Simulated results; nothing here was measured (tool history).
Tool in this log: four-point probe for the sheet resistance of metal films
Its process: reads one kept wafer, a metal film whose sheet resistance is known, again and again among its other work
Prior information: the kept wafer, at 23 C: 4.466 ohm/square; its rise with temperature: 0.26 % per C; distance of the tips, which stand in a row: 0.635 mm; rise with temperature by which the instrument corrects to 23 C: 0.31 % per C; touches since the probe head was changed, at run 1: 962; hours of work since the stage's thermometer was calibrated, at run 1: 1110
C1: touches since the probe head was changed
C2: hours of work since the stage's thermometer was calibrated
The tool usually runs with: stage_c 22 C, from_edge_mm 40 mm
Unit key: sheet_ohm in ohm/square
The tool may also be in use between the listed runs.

Run 1, hour 0: usual settings; C1 962; C2 1110. Result: sheet_ohm 4.488218 ohm/square.
Run 2, hour 51.7: usual settings but from_edge_mm 69 mm; C1 1522; C2 1131. Result: sheet_ohm 4.486803 ohm/square.
Run 3, hour 88.1: usual settings but from_edge_mm 35 mm; C1 1915; C2 1146. Result: sheet_ohm 4.486499 ohm/square.
Run 4, hour 118.5: usual settings but from_edge_mm 35 mm; C1 2244; C2 1158. Result: sheet_ohm 4.487969 ohm/square.
Run 5, hour 174.8: usual settings but from_edge_mm 35 mm; C1 2854; C2 1181. Result: sheet_ohm 4.486741 ohm/square.
Run 6, hour 225.8: usual settings but from_edge_mm 35 mm; C1 3405; C2 1201. Result: sheet_ohm 4.486011 ohm/square.
Run 7, hour 280.2: usual settings but stage_c 23 C; C1 3994; C2 1224. Result: sheet_ohm 4.483039 ohm/square.
Run 8, hour 314.8: usual settings but stage_c 23 C; C1 4369; C2 1238. Result: sheet_ohm 4.482792 ohm/square.
Run 9, hour 355.8: usual settings but stage_c 23 C, from_edge_mm 18 mm; C1 4812; C2 1254. Result: sheet_ohm 4.484692 ohm/square.
At hour 367.3: stage's thermometer calibrated.
Run 10, hour 405.6: usual settings but stage_c 23 C, from_edge_mm 18 mm; C1 5345; C2 16. Result: sheet_ohm 4.481065 ohm/square.
Run 11, hour 461.9: usual settings but stage_c 21 C; C1 5955; C2 38. Result: sheet_ohm 4.481318 ohm/square.
Run 12, hour 516.4: usual settings but stage_c 21 C; C1 6545; C2 60. Result: sheet_ohm 4.481644 ohm/square.
Run 13, hour 549.5: usual settings but stage_c 21 C; C1 6903; C2 74. Result: sheet_ohm 4.479853 ohm/square.
Run 14, hour 594.9: usual settings but stage_c 20 C, from_edge_mm 21 mm; C1 7394; C2 92. Result: sheet_ohm 4.485371 ohm/square.
Run 15, hour 621: usual settings but stage_c 20 C, from_edge_mm 3 mm; C1 7676; C2 103. Result: sheet_ohm 4.58816 ohm/square.
Run 16, hour 681.7: usual settings but stage_c 20 C; C1 8334; C2 127. Result: sheet_ohm 4.482544 ohm/square.
Run 17, hour 726.5: usual settings but stage_c 34 C, from_edge_mm 10 mm; C1 8819; C2 146. Result: sheet_ohm 4.461142 ohm/square.
Run 18, hour 789.1: usual settings but stage_c 26 C, from_edge_mm 64 mm; C1 9496; C2 171. Result: sheet_ohm 4.46751 ohm/square.
Run 19, hour 839: usual settings but stage_c 23 C, from_edge_mm 49 mm; C1 10036; C2 191. Result: sheet_ohm 4.47416 ohm/square.
Run 20, hour 866.4: usual settings but stage_c 21 C, from_edge_mm 5 mm; C1 10332; C2 202. Result: sheet_ohm 4.517695 ohm/square.
Run 21, hour 924: usual settings but stage_c 20 C, from_edge_mm 10 mm; C1 10956; C2 226. Result: sheet_ohm 4.489501 ohm/square.
Run 22, hour 980.9: usual settings but stage_c 23 C, from_edge_mm 20 mm; C1 11571; C2 249. Result: sheet_ohm 4.475781 ohm/square.

Some steps in sheet_ohm between neighbouring runs. How much of each would the tool show without its hidden state too (settings, what came in, random variation), and how much is left for the hidden state, with any gauge scatter that isn't in both results?
The hidden state here: inner tips' distance over the nominal, %; tips' flats over new ones', %; wafer's true temperature over the reading, C; drift of the gauge itself on sheet_ohm, %.
Run 9 -> 10: stage's thermometer calibrated. sheet_ohm -0.003627 ohm/square: hidden state -0.004727, all else +0.0011.
Run 14 -> 15: from_edge_mm 21 -> 3. sheet_ohm +0.102789 ohm/square: hidden state +0.000057, all else +0.102732.
Run 15 -> 16: from_edge_mm 3 -> 40. sheet_ohm -0.105616 ohm/square: hidden state -0.000677, all else -0.104939.
